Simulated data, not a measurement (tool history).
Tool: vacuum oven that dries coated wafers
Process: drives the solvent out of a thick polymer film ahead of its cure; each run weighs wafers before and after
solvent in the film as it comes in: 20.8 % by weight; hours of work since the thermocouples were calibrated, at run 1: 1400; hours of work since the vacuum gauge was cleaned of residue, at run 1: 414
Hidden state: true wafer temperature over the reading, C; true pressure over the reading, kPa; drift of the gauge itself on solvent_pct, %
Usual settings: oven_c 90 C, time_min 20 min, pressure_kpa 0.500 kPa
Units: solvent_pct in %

run,day,oven_c,time_min,pressure_kpa,hours of work since the thermocouples were calibrated,hours of work since the vacuum gauge was cleaned of residue,solvent_pct
1,0.000,90,20,0.500,1400,414,0.91
2,0.812,90,20,0.500,1409,424,0.93
3,1.542,90,20,0.500,1418,432,0.93
4,2.233,87,20,0.500,1425,440,1.32
5,2.917,87,20,0.500,1433,448,1.41
6,3.825,87,20,0.500,1444,458,1.34
7,4.800,87,20,0.500,1455,469,1.35
8,5.758,90,15,0.397,1466,480,1.58

Run 9 comes next. What will it give?
9,6.588,98,17,0.809,1475,489,?

Run 9 gave solvent_pct 0.56 %.
Without the tool's hidden state the same run would have given solvent_pct 0.58 %.
